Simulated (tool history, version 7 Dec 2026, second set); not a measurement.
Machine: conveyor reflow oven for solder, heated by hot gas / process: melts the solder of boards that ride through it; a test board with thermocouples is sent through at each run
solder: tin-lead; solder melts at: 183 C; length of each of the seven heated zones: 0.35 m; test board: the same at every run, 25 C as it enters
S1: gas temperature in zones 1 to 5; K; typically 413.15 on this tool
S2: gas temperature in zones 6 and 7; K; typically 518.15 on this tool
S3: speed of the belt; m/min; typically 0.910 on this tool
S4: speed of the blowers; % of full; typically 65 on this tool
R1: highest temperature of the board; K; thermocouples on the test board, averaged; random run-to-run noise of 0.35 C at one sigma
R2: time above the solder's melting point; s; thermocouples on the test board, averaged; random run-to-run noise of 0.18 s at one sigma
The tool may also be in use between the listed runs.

Run 1, day 0.000: usual settings. Result: R1 491.15 K, R2 34.7 s.
Run 2, day 1.517: usual settings. Result: R1 490.15 K, R2 34.8 s.
Run 3, day 2.317: usual settings. Result: R1 491.15 K, R2 34.3 s.
At day 3.912: thermocouples of zones 6 and 7 changed.
Run 4, day 3.912: usual settings but S2 526.15 K. Result: R1 498.85 K, R2 38.3 s.
Run 5, day 4.696: usual settings but S2 526.15 K. Result: R1 498.45 K, R2 38.1 s.
Run 6, day 5.396: usual settings but S3 1.006 m/min. Result: R1 487.35 K, R2 29.2 s.
Run 7, day 7.004: usual settings but S3 1.006 m/min. Result: R1 487.25 K, R2 29.5 s.
Run 8, day 8.104: usual settings but S2 530.15 K, S3 1.006 m/min. Result: R1 496.05 K, R2 33.4 s.
At day 8.396: flux residue cleaned out of gas plates and filters.
Run 9, day 9.008: usual settings but S2 530.15 K, S3 1.006 m/min. Result: R1 495.05 K, R2 33.0 s.
Run 10, day 10.379: usual settings but S2 530.15 K, S3 1.006 m/min, S4 81 % of full. Result: R1 499.75 K, R2 34.8 s.
Run 11, day 11.275: usual settings but S2 530.15 K, S3 1.006 m/min, S4 81 % of full. Result: R1 499.95 K, R2 35.1 s.
Run 12, day 12.096: usual settings but S3 0.742 m/min. Result: R1 497.85 K, R2 47.4 s.
At day 12.804: flux residue cleaned out of gas plates and filters, once more.
Run 13, day 13.433: usual settings but S1 418.15 K, S3 0.742 m/min, S4 62 % of full. Result: R1 500.85 K, R2 49.7 s.
Run 14, day 14.567: usual settings but S1 405.15 K, S3 0.743 m/min, S4 62 % of full. Result: R1 497.55 K, R2 44.9 s.
Run 15, day 16.058: usual settings but S1 426.15 K, S3 1.041 m/min. Result: R1 489.95 K, R2 32.7 s.
Run 16, day 17.654: usual settings but S1 426.15 K, S3 1.041 m/min. Result: R1 490.05 K, R2 32.5 s.
Run 17, day 19.204: usual settings but S2 516.15 K, S4 51 % of full. Result: R1 485.15 K, R2 30.5 s.
Run 18, day 20.225: usual settings but S2 513.15 K, S3 0.939 m/min. Result: R1 486.65 K, R2 31.6 s.
Run 19, day 21.446: usual settings but S2 513.15 K, S3 0.939 m/min. Result: R1 486.45 K, R2 31.4 s.
Run 20, day 22.654: usual settings but S2 513.15 K, S3 1.060 m/min, S4 76 % of full. Result: R1 484.45 K, R2 26.4 s.
Run 21, day 24.217: usual settings but S2 513.15 K, S3 1.060 m/min, S4 76 % of full. Result: R1 483.85 K, R2 26.4 s.
Run 22, day 25.475: usual settings but S1 409.15 K, S2 521.15 K, S3 0.874 m/min, S4 69 % of full. Result: R1 495.45 K, R2 37.6 s.
Run 23, day 26.762: usual settings but S1 409.15 K, S2 521.15 K, S3 0.874 m/min, S4 69 % of full. Result: R1 494.45 K, R2 37.7 s.

Measured minus without-hidden-state, run by run (identical run-to-run variation in each term; gauge scatter may differ):
The hidden state here: heat that the gas passes to the board, % of a clean oven's; belt's true speed, % of the reading; true gas temperature in zones 6 and 7 over the reading, C; drift of the gauge itself on peak_c, C; drift of the gauge itself on liquid_s, %.
run     R1    R2
  1  -1.60  -0.4
  2  -1.90  -0.6
  3  -2.00  -0.7
  4  -0.60  +0.1
  5  -0.70  +0.1
  6  -0.90  -0.2
  7  -1.30  -0.3
  8  -1.50  -0.2
  9  -2.90  -0.9
 10  -3.50  -0.8
 11  -3.70  -0.9
 12  -2.50  -0.6
 13  +0.20  +0.8
 14  +0.00  +0.7
 15  -0.20  +0.3
 16  -0.60  +0.3
 17  -0.60  +0.1
 18  -1.00  -0.1
 19  -1.20  -0.3
 20  -1.80  -0.5
 21  -2.10  -0.8
 22  -2.10  -0.3
 23  -2.30  -0.5
